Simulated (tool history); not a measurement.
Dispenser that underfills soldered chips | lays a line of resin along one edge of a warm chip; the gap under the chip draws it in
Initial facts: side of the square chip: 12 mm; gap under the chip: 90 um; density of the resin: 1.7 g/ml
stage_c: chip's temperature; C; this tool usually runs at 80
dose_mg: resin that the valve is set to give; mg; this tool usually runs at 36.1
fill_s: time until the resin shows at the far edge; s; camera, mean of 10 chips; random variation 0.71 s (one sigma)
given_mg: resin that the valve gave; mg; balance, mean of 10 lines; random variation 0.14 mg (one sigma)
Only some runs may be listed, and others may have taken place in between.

Run 1, day 0: usual settings. Result: fill_s 79.6 s, given_mg 35.17 mg.
Run 2, day 0.162: usual settings. Result: fill_s 92.3 s, given_mg 35 mg.
At day 0.367: new syringe of resin.
Run 3, day 0.446: usual settings but stage_c 84 C. Result: fill_s 61.2 s, given_mg 34.67 mg.
Run 4, day 0.571: usual settings. Result: fill_s 81.1 s, given_mg 34.64 mg.
Run 5, day 0.804: usual settings but dose_mg 31 mg. Result: fill_s 108.7 s, given_mg 29.74 mg.
At day 0.933: new syringe of resin.
Run 6, day 0.992: usual settings but dose_mg 31 mg. Result: fill_s 69.5 s, given_mg 29.61 mg.
Run 7, day 1.171: usual settings but dose_mg 31 mg. Result: fill_s 84.5 s, given_mg 29.81 mg.
At day 1.396: dispensing valve cleaned and set on the balance.
Run 8, day 1.429: usual settings but dose_mg 31 mg. Result: fill_s 108.3 s, given_mg 30.79 mg.
At day 1.55: new syringe of resin.
Run 9, day 1.583: usual settings but dose_mg 31 mg. Result: fill_s 68.4 s, given_mg 30.95 mg.
Run 10, day 1.821: usual settings but dose_mg 31 mg. Result: fill_s 88.6 s, given_mg 30.68 mg.
Run 11, day 1.95: usual settings but dose_mg 30.7 mg. Result: fill_s 101.1 s, given_mg 30.62 mg.
At day 2.121: new syringe of resin.
Run 12, day 2.208: usual settings but dose_mg 30.7 mg. Result: fill_s 74.2 s, given_mg 30.36 mg.
Run 13, day 2.412: usual settings but stage_c 88 C, dose_mg 30.7 mg. Result: fill_s 71.1 s, given_mg 30.14 mg.
Run 14, day 2.596: usual settings but stage_c 88 C, dose_mg 30.7 mg. Result: fill_s 87.3 s, given_mg 30.34 mg.
At day 2.692: new syringe of resin.
Run 15, day 2.829: usual settings. Result: fill_s 73.6 s, given_mg 35.09 mg.
Run 16, day 2.992: usual settings. Result: fill_s 90.2 s, given_mg 35.39 mg.
Run 17, day 3.196: usual settings. Result: fill_s 110.8 s, given_mg 35.2 mg.
At day 3.267: new syringe of resin.
Run 18, day 3.429: usual settings. Result: fill_s 76.8 s, given_mg 35.01 mg.
Run 19, day 3.704: usual settings but dose_mg 41.5 mg. Result: fill_s 100.2 s, given_mg 40.19 mg.
At day 3.838: new syringe of resin.
Run 20, day 3.95: usual settings but dose_mg 41.5 mg. Result: fill_s 71.9 s, given_mg 39.88 mg.
Run 21, day 4.2: usual settings but stage_c 93 C, dose_mg 45.2 mg. Result: fill_s 62.2 s, given_mg 43.81 mg.
At day 4.404: new syringe of resin.
Run 22, day 4.404: usual settings but dose_mg 44.4 mg. Result: fill_s 64.4 s, given_mg 43.14 mg.
Run 23, day 4.654: usual settings but stage_c 92 C, dose_mg 44.5 mg. Result: fill_s 57.5 s, given_mg 42.82 mg.
Run 24, day 4.821: usual settings but stage_c 92 C, dose_mg 44.5 mg. Result: fill_s 68.7 s, given_mg 42.53 mg.
At day 4.975: new syringe of resin.
Run 25, day 5.046: usual settings but stage_c 88 C, dose_mg 33.9 mg. Result: fill_s 55.1 s, given_mg 32.32 mg.
At day 5.25: dispensing valve cleaned and set on the balance.
Run 26, day 5.379: usual settings but stage_c 69 C, dose_mg 40.3 mg. Result: fill_s 136.8 s, given_mg 40.33 mg.
Run 27, day 5.554: usual settings but stage_c 69 C, dose_mg 40.3 mg. Result: fill_s 162.2 s, given_mg 40.56 mg.
At day 5.588: new syringe of resin.
Run 28, day 5.858: usual settings but stage_c 69 C, dose_mg 40.3 mg. Result: fill_s 125 s, given_mg 40.15 mg.
Run 29, day 6.079: usual settings but stage_c 69 C, dose_mg 40.3 mg. Result: fill_s 157.6 s, given_mg 40.1 mg.
At day 6.171: new syringe of resin.
Run 30, day 6.217: usual settings but stage_c 77 C, dose_mg 32.6 mg. Result: fill_s 76 s, given_mg 32.35 mg.
Run 31, day 6.442: usual settings but dose_mg 36.8 mg. Result: fill_s 86 s, given_mg 36.48 mg.
At day 6.746: new syringe of resin.
Run 32, day 6.746: usual settings but dose_mg 36.8 mg. Result: fill_s 64.8 s, given_mg 36.55 mg.
Run 33, day 6.95: usual settings but dose_mg 36.8 mg. Result: fill_s 80.7 s, given_mg 36.3 mg.
Run 34, day 7.088: usual settings but stage_c 83 C, dose_mg 38 mg. Result: fill_s 87.3 s, given_mg 37.27 mg.
Run 35, day 7.271: usual settings but stage_c 83 C, dose_mg 38 mg. Result: fill_s 102.7 s, given_mg 37.36 mg.

Predict each of these 5 candidate next runs independently; none follows another, all start after run 35:
At day 7.333: new syringe of resin.
Run A, day 7.525: usual settings but stage_c 83 C, dose_mg 41.9 mg. Result: fill_s ?, given_mg ?.
At day 7.333: new syringe of resin.
Run B, day 7.525: usual settings but stage_c 70 C, dose_mg 38 mg. Result: fill_s ?, given_mg ?.
At day 7.333: new syringe of resin.
Run C, day 7.525: usual settings but stage_c 79 C, dose_mg 34.6 mg. Result: fill_s ?, given_mg ?.
At day 7.333: new syringe of resin.
Run D, day 7.525: usual settings but stage_c 66 C, dose_mg 31.4 mg. Result: fill_s ?, given_mg ?.
At day 7.333: new syringe of resin.
Run E, day 7.525: usual settings but stage_c 84 C, dose_mg 36.4 mg. Result: fill_s ?, given_mg ?.

run  fill_s  given_mg
  A    72.5     41.16
  B   111.4     37.12
  C    82.6     33.53
  D   130.7     30.68
  E    71.6      35.6
Without the tool's hidden state the same runs would have given:
run  fill_s  given_mg
  A    58.5     42.16
  B    89.8     38.03
  C    66.5     34.34
  D   105.1     31.43
  E    57.8     36.47

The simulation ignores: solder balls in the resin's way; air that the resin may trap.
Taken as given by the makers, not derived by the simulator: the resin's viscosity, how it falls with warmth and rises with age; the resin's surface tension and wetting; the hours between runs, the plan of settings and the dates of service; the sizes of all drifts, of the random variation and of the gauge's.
